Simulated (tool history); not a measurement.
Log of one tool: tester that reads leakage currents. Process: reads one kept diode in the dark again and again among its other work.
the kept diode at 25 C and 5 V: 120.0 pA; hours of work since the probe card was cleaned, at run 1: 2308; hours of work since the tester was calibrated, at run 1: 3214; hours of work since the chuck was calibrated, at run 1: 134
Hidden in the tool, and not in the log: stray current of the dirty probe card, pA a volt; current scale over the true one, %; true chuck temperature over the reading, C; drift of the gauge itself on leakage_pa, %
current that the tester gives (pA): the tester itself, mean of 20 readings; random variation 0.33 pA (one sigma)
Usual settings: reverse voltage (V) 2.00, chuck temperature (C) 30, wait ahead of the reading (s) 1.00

run	hour	reverse voltage (V)	chuck temperature (C)	wait ahead of the reading (s)	hours of work since the probe card was cleaned	hours of work since the tester was calibrated	hours of work since the chuck was calibrated	current that the tester gives (pA)
1	0.0	2.00	30	1.00	2308	3214	134	108.07
2	190.0	2.00	30	1.00	2433	3339	259	108.07
3	274.6	2.00	30	1.00	2489	3395	315	107.85
4	457.0	2.00	30	1.00	2609	3515	435	107.58
5	583.9	2.00	30	2.37	2692	3598	519	107.37
6	690.6	2.00	30	1.00	2763	3668	589	107.64
7	786.5	2.00	29	1.00	2826	3732	652	100.63
8	911.6	1.48	30	1.00	2908	3814	734	91.81
# hour 931.9: probe card cleaned and baked
9	1006.1	1.48	30	1.00	49	3874	794	91.65
# hour 1204.1: chuck's temperature calibrated
10	1217.0	1.48	30	1.00	186	4011	8	91.88
11	1419.5	1.48	30	1.00	319	4145	142	91.71
12	1543.7	1.48	30	1.00	401	4226	223	92.37
13	1706.6	2.00	45	1.00	508	4334	331	305.19
14	1870.7	2.00	30	1.00	616	4442	439	107.98
15	2066.9	2.00	30	1.00	745	4571	568	107.69
16	2188.2	2.00	30	1.00	825	4650	647	108.14
17	2281.4	2.00	30	1.00	887	4712	709	107.92
18	2377.5	6.92	30	1.00	950	4775	772	210.61
19	2560.5	2.00	30	1.00	1070	4895	892	107.60
# hour 2619.4: chuck's temperature calibrated
20	2760.8	2.00	30	1.00	1201	5026	93	108.14
# hour 2872.6: tester calibrated
21	2938.9	5.88	30	0.48	1316	44	209	194.39
22	3118.7	5.88	30	0.48	1435	162	327	194.42
23	3226.5	5.88	30	0.48	1506	233	398	193.78
24	3392.3	16.85	32	9.23	1615	342	507	385.78
25	3536.7	16.85	32	9.23	1710	437	602	387.35
26	3736.8	16.85	28	0.65	1841	569	734	297.22
27	3892.8	15.76	28	2.61	1944	671	836	280.13
28	3992.8	6.04	39	9.06	2010	737	902	366.24
# hour 4029.7: chuck's temperature calibrated
29	4079.6	3.05	33	6.87	2066	793	33	167.68
30	4279.4	3.05	33	6.87	2197	924	164	167.41
31	4365.5	6.63	27	1.00	2254	981	221	164.09
32	4543.5	6.63	27	1.00	2371	1098	338	163.96
33	4693.9	6.63	27	1.00	2470	1197	437	165.06
34	4818.9	6.63	27	1.00	2552	1279	519	164.13
35	5022.1	1.06	31	6.35	2686	1413	653	82.44
36	5201.3	1.06	31	6.35	2804	1531	771	81.98
# hour 5372.2: probe card cleaned and baked
37	5408.4	19.35	54	2.17	24	1665	905	1833.99
# hour 5452.6: chuck's temperature calibrated
38	5609.9	4.12	54	0.85	155	1796	103	808.07
39	5707.9	4.12	54	0.85	220	1861	168	809.59

4 ways to go on from here, each from the tool as it stands after run 39. What would each give?
A	5883.6	6.10	30	0.91	335	1976	284	?
B	5883.6	4.12	24	0.85	335	1976	284	?
C	5883.6	1.94	30	1.00	335	1976	284	?
D	5883.6	1.19	54	0.30	335	1976	284	?

run	current that the tester gives (pA)
A	196.26
B	102.29
C	105.88
D	418.16
Without the tool's hidden state the same runs would have given:
run	current that the tester gives (pA)
A	196.20
B	102.25
C	105.85
D	418.06

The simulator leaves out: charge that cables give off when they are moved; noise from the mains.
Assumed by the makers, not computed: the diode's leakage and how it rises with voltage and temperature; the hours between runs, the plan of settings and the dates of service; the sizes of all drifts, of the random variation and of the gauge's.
